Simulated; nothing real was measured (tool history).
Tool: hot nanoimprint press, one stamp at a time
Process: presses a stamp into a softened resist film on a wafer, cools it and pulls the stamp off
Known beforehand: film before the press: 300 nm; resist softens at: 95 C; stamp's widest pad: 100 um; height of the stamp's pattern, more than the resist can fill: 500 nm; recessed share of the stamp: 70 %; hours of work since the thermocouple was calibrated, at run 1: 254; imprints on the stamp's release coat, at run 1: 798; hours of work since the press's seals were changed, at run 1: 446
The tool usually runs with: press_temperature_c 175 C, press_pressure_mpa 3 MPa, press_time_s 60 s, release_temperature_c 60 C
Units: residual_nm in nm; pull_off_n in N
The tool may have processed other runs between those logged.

run	hour	press_temperature_c	press_pressure_mpa	press_time_s	release_temperature_c	hours of work since the thermocouple was calibrated	imprints on the stamp's release coat	hours of work since the press's seals were changed	residual_nm	pull_off_n
1	0	175	3	60	60	254	798	446	135.2	228
2	16.5	175	3	60	60	263	839	455	136.3	227
# hour 34.1: stamp cleaned and given a new release coat
3	58.6	175	3	60	60	283	60	475	136.1	196
4	92.5	175	3	60	60	301	144	494	135.4	206
5	109.8	175	3	60	60	311	187	503	136.8	197
6	136.2	175	3	60	60	325	252	518	136.8	199
7	155.3	175	2.63	60	60	336	299	528	145.4	209
8	187.6	175	3	60	60	353	379	546	137.3	209
9	215.3	175	3	60	60	369	447	561	136.6	212
10	242.2	175	3	60	60	383	513	576	137.3	220
11	276.8	175	3	87	60	402	599	595	121.3	222
12	299	175	3	87	60	415	654	607	121.5	223
13	327.3	175	3	87	60	430	723	622	122	224
14	355.5	175	3	60	61	445	793	638	138.6	224
# hour 376.7: plate thermocouple calibrated
15	380.9	175	3	60	60	2	848	650	132.4	223
# hour 395: stamp cleaned and given a new release coat
16	409.2	175	3	60	60	15	35	662	132.6	192
17	432.5	175	3	115	60	27	93	675	105.7	194
18	459.4	175	3	115	60	42	159	690	105.9	196
19	481.4	175	2.42	72	60	54	214	702	139.8	199
20	497.2	175	2.42	72	60	63	252	710	140	199
21	516.4	175	1.99	68	60	73	300	721	158.6	202
22	537.8	175	1.99	68	60	85	353	733	157.2	206
23	571.8	175	1.99	68	60	104	437	751	158.5	212
24	592.3	170	3.1	60	47	115	487	762	150.5	265
25	620.7	170	3.1	60	58	130	557	778	149.3	224
26	638.1	172	3.59	101	58	140	600	788	110.2	219
27	656	169	3	104	60	150	644	797	130.9	220
28	680.8	176	3	58	58	163	706	811	133.1	230
29	699.2	165	2.26	32	60	173	751	821	227.1	224

Consider 4 possible next runs. They are alternatives, not a sequence: every one starts from the tool as it was left by run 29. What does each give?
A	735	169	4.39	61	60	193	839	841	?	?
B	735	165	3.05	32	60	193	839	841	?	?
C	735	186	3	112	60	193	839	841	?	?
D	735	165	2.26	105	60	193	839	841	?	?

run	residual_nm	pull_off_n
A	130.7	223
B	205.6	227
C	81.3	221
D	169.1	225
Stripped of hidden state, with their random variation kept, the same runs would have yielded:
run	residual_nm	pull_off_n
A	125	190
B	200.4	193
C	78.5	187
D	164.8	191
